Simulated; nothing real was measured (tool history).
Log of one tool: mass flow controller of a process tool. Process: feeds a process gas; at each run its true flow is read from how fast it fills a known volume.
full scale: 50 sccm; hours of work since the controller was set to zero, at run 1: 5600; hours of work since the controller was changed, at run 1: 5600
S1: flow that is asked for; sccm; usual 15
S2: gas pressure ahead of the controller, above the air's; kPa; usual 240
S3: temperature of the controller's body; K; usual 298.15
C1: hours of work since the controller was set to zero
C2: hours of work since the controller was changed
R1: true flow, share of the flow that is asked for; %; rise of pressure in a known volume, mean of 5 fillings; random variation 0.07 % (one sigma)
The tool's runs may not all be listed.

run	hour	S1	S2	S3	C1	C2	R1
1	0	15	240	298.15	5600	5600	97.51
2	292.6	9	240	298.15	5823	5823	97.29
3	735.5	15	240	298.15	6161	6161	97.81
4	1141.2	15	240	298.15	6470	6470	97.99
5	1452.7	9	240	298.15	6707	6707	97.63
# hour 1513.9: controller's zero set anew
6	1799	15	240	298.15	217	6971	98.19
7	2267.2	13	171	313.15	574	7327	97.54
8	2768.8	7	158	298.15	956	7710	98.48
9	3287.5	7	158	301.15	1352	8105	98.4
10	3618.9	17	158	310.15	1604	8358	98.69
11	4158.3	17	158	310.15	2015	8769	98.98
12	4683.2	6	158	296.15	2415	9169	99.35

5 ways to go on from here, each from the tool as it stands after run 12. What would each give?
A	5059.7	10	158	296.15	2702	9455	?
B	5059.7	27	163	296.15	2702	9455	?
C	5059.7	6	161	307.15	2702	9455	?
D	5059.7	15	261	300.15	2702	9455	?
E	5059.7	11	202	300.15	2702	9455	?

run	R1
A	99.87
B	100.87
C	98.62
D	99.5
E	99.33
Without the tool's hidden state the same runs would have given:
run	R1
A	97.81
B	98.79
C	96.59
D	97.44
E	97.28
